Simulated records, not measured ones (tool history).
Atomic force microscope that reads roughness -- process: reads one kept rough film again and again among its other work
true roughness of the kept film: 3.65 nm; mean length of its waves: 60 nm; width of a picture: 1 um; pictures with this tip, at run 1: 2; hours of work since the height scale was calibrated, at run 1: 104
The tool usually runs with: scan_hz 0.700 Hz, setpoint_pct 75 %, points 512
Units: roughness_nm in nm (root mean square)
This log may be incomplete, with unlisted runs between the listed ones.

run   hour  scan_hz  setpoint_pct  points  pictures with this tip  hours of work since the height scale was calibrated  roughness_nm
  1    0.0    0.700            75     512                       2                                                  104         3.464
  2    6.9    0.700            75     512                      14                                                  109         3.425
  3   17.0    0.700            75     831                      33                                                  117         3.417
  4   28.8    0.700            75     305                      55                                                  125         3.390
  5   42.6    0.700            75     305                      80                                                  135         3.394
  6   48.4    0.700            75     305                      91                                                  139         3.365
  7   61.5    0.507            75     512                     115                                                  149         3.385
  8   71.0    0.507            75     512                     132                                                  156         3.373
  9   84.3    0.507            75     512                     157                                                  165         3.366
 10   95.6    1.565            75     512                     177                                                  174         3.180
     103.3  -- new tip fitted
 11  103.8    1.565            75     512                       1                                                  179         3.328
 12  110.9    1.565            75     512                      14                                                  184         3.314
 13  119.2    0.700            75     330                      29                                                  190         3.420
 14  128.4    0.700            75     638                      46                                                  197         3.432
 15  141.5    0.700            75     638                      70                                                  206         3.403
 16  155.0    0.700            75     638                      95                                                  216         3.378
     156.7  -- height scale calibrated on a step standard
 17  166.1    0.700            75     638                     113                                                    7         3.349
 18  175.5    0.700            75     638                     131                                                   14         3.373
 19  187.0    0.700            75     325                     152                                                   22         3.342
 20  199.3    0.700            75     325                     174                                                   31         3.322
     209.6  -- new tip fitted
     210.7  -- height scale calibrated on a step standard, once more
 21  210.7    0.700            75     325                       1                                                    0         3.435
 22  224.3    2.565            75     947                      26                                                   10         3.163
 23  238.0    2.565            75     947                      51                                                   20         3.143
 24  247.7    1.063            72     286                      69                                                   27         3.347
 25  256.6    1.258            75     283                      85                                                   33         3.282
 26  270.3    1.634            87     283                     110                                                   43         3.027
 27  283.1    1.420            71     879                     134                                                   52         3.287
 28  293.7    3.185            57     261                     153                                                   60         3.251
 29  301.2    0.933            57     261                     167                                                   65         3.367
     315.0  -- new tip fitted
 30  315.0    0.635            59     513                       0                                                   75         3.515
 31  327.6    0.635            59     513                      23                                                   84         3.500
 32  335.3    0.888            63     543                      37                                                   90         3.462
 33  341.8    2.093            63     543                      49                                                   94         3.337
 34  350.6    2.093            63     543                      65                                                  101         3.342
 35  363.7    0.700            89     706                      89                                                  110         3.285
 36  374.3    0.700            89     706                     109                                                  118         3.268
 37  381.6    0.541            70     512                     122                                                  123         3.408
 38  390.2    0.700            75     964                     138                                                  129         3.335
 39  399.0    0.700            86     964                     154                                                  136         3.246
 40  410.3    0.700            60     458                     175                                                  144         3.371
     420.0  -- new tip fitted
 41  421.5    0.700            60     458                       3                                                  152         3.517
 42  432.0    2.853            79     512                      22                                                  159         3.020

Each row is a separate what-if for the run after 42, all from the same tool condition, not one after another. Results?
  A  439.1    2.853            70     706                      35                                                  164             ?
  B  439.1    0.700            76     512                      35                                                  164             ?
  C  439.1    2.853            79     792                      35                                                  164             ?
  D  439.1    1.851            74     532                      35                                                  164             ?
  E  439.1    2.853            61     404                      35                                                  164             ?

run  roughness_nm
  A         3.219
  B         3.410
  C         3.022
  D         3.254
  E         3.338
Had the tool no hidden state, the same runs would have come out as:
run  roughness_nm
  A         3.247
  B         3.439
  C         3.049
  D         3.282
  E         3.367
